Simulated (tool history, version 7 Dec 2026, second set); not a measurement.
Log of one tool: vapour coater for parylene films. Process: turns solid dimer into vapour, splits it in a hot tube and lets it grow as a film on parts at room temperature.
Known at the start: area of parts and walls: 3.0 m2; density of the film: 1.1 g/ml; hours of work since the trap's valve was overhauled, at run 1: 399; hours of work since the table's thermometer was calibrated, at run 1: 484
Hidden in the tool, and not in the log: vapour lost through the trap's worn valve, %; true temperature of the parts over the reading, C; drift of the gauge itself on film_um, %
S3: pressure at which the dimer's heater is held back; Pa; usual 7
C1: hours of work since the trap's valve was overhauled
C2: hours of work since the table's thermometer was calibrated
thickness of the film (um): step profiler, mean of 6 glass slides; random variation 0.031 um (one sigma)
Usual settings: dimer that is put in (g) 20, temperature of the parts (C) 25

Run 1, hour 0: usual settings; C1 399; C2 484. Result: thickness of the film (um) 3.91.
Run 2, hour 50.2: usual settings; C1 420; C2 505. Result: thickness of the film (um) 3.9.
Run 3, hour 85.9: usual settings; C1 434; C2 519. Result: thickness of the film (um) 3.85.
Run 4, hour 128.7: usual settings but S3 6.3 Pa; C1 452; C2 537. Result: thickness of the film (um) 3.94.
Run 5, hour 174: usual settings but S3 6.3 Pa; C1 471; C2 556. Result: thickness of the film (um) 3.98.
Run 6, hour 211.9: usual settings but S3 6.3 Pa; C1 487; C2 572. Result: thickness of the film (um) 3.98.
Run 7, hour 265.2: usual settings but dimer that is put in (g) 13, temperature of the parts (C) 27, S3 4.96 Pa; C1 509; C2 594. Result: thickness of the film (um) 2.48.

Run 8 comes next. What will it give?
At hour 317.1: trap's valve overhauled.
Run 8, hour 330.6: usual settings but dimer that is put in (g) 34, temperature of the parts (C) 27, S3 7.58 Pa; C1 6; C2 619. Result: thickness of the film (um) ?.

thickness of the film (um): 6.34
Without the tool's hidden state the same run would have given thickness of the film (um) 6.45.
